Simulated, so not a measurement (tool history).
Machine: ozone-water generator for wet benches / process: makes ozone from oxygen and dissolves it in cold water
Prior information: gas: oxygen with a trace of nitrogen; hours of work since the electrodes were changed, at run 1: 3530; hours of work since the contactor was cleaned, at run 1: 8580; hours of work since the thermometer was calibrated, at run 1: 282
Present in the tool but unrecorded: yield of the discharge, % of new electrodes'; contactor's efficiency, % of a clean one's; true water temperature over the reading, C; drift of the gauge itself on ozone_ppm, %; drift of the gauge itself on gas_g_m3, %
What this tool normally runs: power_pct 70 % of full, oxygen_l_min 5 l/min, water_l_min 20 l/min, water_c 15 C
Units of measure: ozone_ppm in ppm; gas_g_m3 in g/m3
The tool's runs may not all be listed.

run,hour,power_pct,oxygen_l_min,water_l_min,water_c,hours of work since the electrodes were changed,hours of work since the contactor was cleaned,hours of work since the thermometer was calibrated,ozone_ppm,gas_g_m3
1,0,70,5,20,15,3530,8580,282,22.4,212
2,125.7,70,5,20,15,3655,8706,408,22.2,209.3
# hour 163.8: contactor cleaned
3,197.2,70,5,20,15,3723,33,475,22.7,211
4,285.1,80,5,20,15,3810,121,563,25.1,234.9
5,351.2,80,3.3,20,15,3876,187,629,22.2,266
6,491.5,80,3.3,20,15,4016,327,769,22.1,264.2
7,633.6,70,5,20,15,4158,469,911,22.5,210.4
8,734.8,70,5,20,15,4259,570,1012,22.8,210.2
9,807.1,71,5,20,15,4331,642,1084,22.9,212.1
10,935.8,71,5,20,15,4460,770,1212,22.9,213.3
11,1048.6,70,3.12,20,15,4572,883,1325,19,240.9
12,1142.7,70,5,22,15,4666,977,1419,20.8,208.5
13,1279.7,70,5,22,15,4803,1113,1555,20.5,207.7
14,1348.4,52,7.69,26,15,4871,1182,1624,15.9,144.1
15,1425.2,70,4.28,24,15,4948,1258,1700,18.2,217.5
16,1532.4,70,4.28,18,15,5055,1365,1807,23.3,218.5
17,1610.4,98,5.1,15,17,5133,1443,1885,36.4,273
18,1681.4,98,5.1,15,17,5204,1514,1956,36.3,276.2
19,1814.4,97,5,20,15,5336,1647,2089,28.9,271.5
20,1912.7,97,5,20,15,5434,1745,2187,29.2,272.1
21,2002.5,91,2.62,20,17,5524,1834,2276,21.8,313.6
22,2119.9,46,5,32,15,5641,1952,2394,10.2,145.6
23,2232.9,46,5,32,15,5754,2064,2506,10.2,145.4
24,2353,42,5,32,17,5874,2184,2626,9.1,137.2

Branching from run 24: 5 alternative next runs. What would each branch give?
A,2471.1,42,5,23,17,5991,2302,2744,?,?
B,2471.1,63,5,32,17,5991,2302,2744,?,?
C,2471.1,70,5,20,16,5991,2302,2744,?,?
D,2471.1,42,7.81,32,22,5991,2302,2744,?,?
E,2471.1,77,5.82,32,8,5991,2302,2744,?,?

run,ozone_ppm,gas_g_m3
A,12.4,133.7
B,12.8,188.4
C,21.5,203.7
D,9.8,117.7
E,17.4,212.7
Without the tool's hidden state the same runs would have given:
run,ozone_ppm,gas_g_m3
A,13,138.4
B,13.7,199.3
C,23.2,216.7
D,10.3,121.8
E,18.9,227.4

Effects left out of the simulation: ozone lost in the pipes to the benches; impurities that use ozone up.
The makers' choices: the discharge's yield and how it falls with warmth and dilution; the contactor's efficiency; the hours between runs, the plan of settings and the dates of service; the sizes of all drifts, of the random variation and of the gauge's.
